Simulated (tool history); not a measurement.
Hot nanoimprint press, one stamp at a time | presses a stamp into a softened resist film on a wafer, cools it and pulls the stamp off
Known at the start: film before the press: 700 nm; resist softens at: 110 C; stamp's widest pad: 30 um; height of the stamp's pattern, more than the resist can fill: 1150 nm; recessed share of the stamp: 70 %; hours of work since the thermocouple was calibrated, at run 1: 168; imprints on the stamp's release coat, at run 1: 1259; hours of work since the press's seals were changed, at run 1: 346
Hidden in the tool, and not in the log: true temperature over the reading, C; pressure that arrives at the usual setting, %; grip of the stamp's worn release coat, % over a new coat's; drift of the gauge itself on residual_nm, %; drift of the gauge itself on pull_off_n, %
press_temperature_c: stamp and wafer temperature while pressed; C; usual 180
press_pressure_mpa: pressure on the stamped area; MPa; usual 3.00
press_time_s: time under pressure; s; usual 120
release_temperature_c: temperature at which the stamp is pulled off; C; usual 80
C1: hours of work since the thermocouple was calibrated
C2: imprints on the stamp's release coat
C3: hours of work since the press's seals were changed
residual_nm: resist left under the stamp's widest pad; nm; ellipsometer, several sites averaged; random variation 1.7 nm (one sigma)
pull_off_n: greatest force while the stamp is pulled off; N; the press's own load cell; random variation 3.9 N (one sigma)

Run 1, hour 0.0: usual settings; C1 168; C2 1259; C3 346. Result: residual_nm 273.5 nm, pull_off_n 190 N.
Run 2, hour 36.0: usual settings; C1 190; C2 1424; C3 368. Result: residual_nm 278.0 nm, pull_off_n 187 N.
Run 3, hour 56.5: usual settings; C1 202; C2 1518; C3 380. Result: residual_nm 276.5 nm, pull_off_n 184 N.
Run 4, hour 98.6: usual settings; C1 228; C2 1711; C3 406. Result: residual_nm 277.1 nm, pull_off_n 186 N.
At hour 116.0: stamp cleaned and given a new release coat.
Run 5, hour 144.2: usual settings; C1 252; C2 129; C3 430. Result: residual_nm 275.1 nm, pull_off_n 188 N.
Run 6, hour 173.3: usual settings; C1 270; C2 262; C3 448. Result: residual_nm 276.7 nm, pull_off_n 183 N.
Run 7, hour 212.2: usual settings; C1 294; C2 441; C3 472. Result: residual_nm 274.3 nm, pull_off_n 188 N.
Run 8, hour 254.7: usual settings; C1 319; C2 635; C3 498. Result: residual_nm 276.3 nm, pull_off_n 184 N.
At hour 294.9: plate thermocouple calibrated.
Run 9, hour 296.4: usual settings but press_time_s 98 s; C1 1; C2 813; C3 521. Result: residual_nm 297.6 nm, pull_off_n 188 N.
Run 10, hour 326.2: usual settings but press_time_s 98 s; C1 19; C2 949; C3 539. Result: residual_nm 299.1 nm, pull_off_n 186 N.
Run 11, hour 362.2: usual settings but press_time_s 98 s; C1 41; C2 1114; C3 561. Result: residual_nm 295.0 nm, pull_off_n 189 N.
Run 12, hour 408.0: usual settings but press_time_s 98 s; C1 69; C2 1325; C3 589. Result: residual_nm 298.9 nm, pull_off_n 188 N.
Run 13, hour 452.2: usual settings but press_temperature_c 174 C; C1 96; C2 1527; C3 616. Result: residual_nm 371.8 nm, pull_off_n 185 N.
Run 14, hour 477.5: usual settings but press_temperature_c 174 C; C1 111; C2 1643; C3 632. Result: residual_nm 370.7 nm, pull_off_n 184 N.
Run 15, hour 498.7: usual settings but press_temperature_c 174 C; C1 124; C2 1740; C3 645. Result: residual_nm 371.8 nm, pull_off_n 187 N.
At hour 512.9: stamp cleaned and given a new release coat.
Run 16, hour 546.7: usual settings but press_temperature_c 169 C, press_pressure_mpa 2.53 MPa, press_time_s 84 s, release_temperature_c 82 C; C1 150; C2 154; C3 670. Result: residual_nm 532.3 nm, pull_off_n 177 N.
Run 17, hour 591.3: usual settings but press_temperature_c 169 C, press_pressure_mpa 2.53 MPa, press_time_s 84 s, release_temperature_c 82 C; C1 177; C2 359; C3 697. Result: residual_nm 537.4 nm, pull_off_n 182 N.
Run 18, hour 623.1: usual settings but press_temperature_c 170 C, press_pressure_mpa 1.97 MPa, press_time_s 84 s, release_temperature_c 87 C; C1 197; C2 505; C3 717. Result: residual_nm 544.9 nm, pull_off_n 160 N.
Run 19, hour 657.9: usual settings but press_temperature_c 187 C, press_pressure_mpa 1.97 MPa, press_time_s 84 s, release_temperature_c 84 C; C1 218; C2 664; C3 738. Result: residual_nm 273.1 nm, pull_off_n 171 N.
Run 20, hour 685.2: usual settings but press_temperature_c 187 C, press_pressure_mpa 1.97 MPa, press_time_s 84 s, release_temperature_c 84 C; C1 234; C2 790; C3 755. Result: residual_nm 272.7 nm, pull_off_n 170 N.
Run 21, hour 710.5: usual settings but press_temperature_c 187 C, press_pressure_mpa 1.97 MPa, press_time_s 84 s, release_temperature_c 84 C; C1 250; C2 905; C3 770. Result: residual_nm 272.0 nm, pull_off_n 176 N.
Run 22, hour 735.0: usual settings but press_temperature_c 191 C, press_pressure_mpa 1.97 MPa, press_time_s 84 s, release_temperature_c 85 C; C1 265; C2 1018; C3 785. Result: residual_nm 226.0 nm, pull_off_n 174 N.
Run 23, hour 768.4: usual settings but press_temperature_c 184 C, press_pressure_mpa 1.97 MPa, press_time_s 192 s, release_temperature_c 85 C; C1 285; C2 1171; C3 805. Result: residual_nm 221.4 nm, pull_off_n 171 N.
Run 24, hour 814.8: usual settings but press_temperature_c 176 C; C1 314; C2 1384; C3 834. Result: residual_nm 337.9 nm, pull_off_n 184 N.
Run 25, hour 837.2: usual settings but press_pressure_mpa 3.40 MPa, press_time_s 93 s, release_temperature_c 82 C; C1 327; C2 1486; C3 847. Result: residual_nm 291.5 nm, pull_off_n 182 N.
At hour 861.9: plate thermocouple calibrated.
At hour 888.4: press's hydraulic seals changed and the load cell set to zero.
Run 26, hour 890.1: usual settings but press_pressure_mpa 3.40 MPa, press_time_s 93 s, release_temperature_c 82 C; C1 12; C2 1678; C3 1. Result: residual_nm 290.4 nm, pull_off_n 187 N.
At hour 915.8: stamp cleaned and given a new release coat.
Run 27, hour 925.8: usual settings but press_pressure_mpa 3.40 MPa, press_time_s 93 s, release_temperature_c 82 C; C1 30; C2 45; C3 19. Result: residual_nm 287.8 nm, pull_off_n 173 N.
Run 28, hour 949.5: usual settings but press_temperature_c 172 C; C1 45; C2 154; C3 34. Result: residual_nm 407.1 nm, pull_off_n 189 N.
Run 29, hour 970.7: usual settings but press_pressure_mpa 2.87 MPa; C1 58; C2 251; C3 47. Result: residual_nm 279.3 nm, pull_off_n 186 N.

Hidden state at the last listed run before each entry between runs and at the first one after, where it differs:
Between runs 4 and 5: stamp cleaned and given a new release coat (hour 116.0)
  grip of the stamp's worn release coat, % over a new coat's: 1.4 -> 0.1
Between runs 8 and 9: plate thermocouple calibrated (hour 294.9)
  true temperature over the reading, C: -0.02 -> 0; grip of the stamp's worn release coat, % over a new coat's: 0.5 -> 0.6
Between runs 15 and 16: stamp cleaned and given a new release coat (hour 512.9)
  grip of the stamp's worn release coat, % over a new coat's: 1.4 -> 0.1
Between runs 25 and 26: plate thermocouple calibrated (hour 861.9); press's hydraulic seals changed and the load cell set to zero (hour 888.4)
  true temperature over the reading, C: -0.02 -> 0; pressure that arrives at the usual setting, %: 99.94 -> 100; grip of the stamp's worn release coat, % over a new coat's: 1.2 -> 1.4
Between runs 26 and 27: stamp cleaned and given a new release coat (hour 915.8)
  true temperature over the reading, C: 0 -> -0.01; grip of the stamp's worn release coat, % over a new coat's: 1.4 -> 0
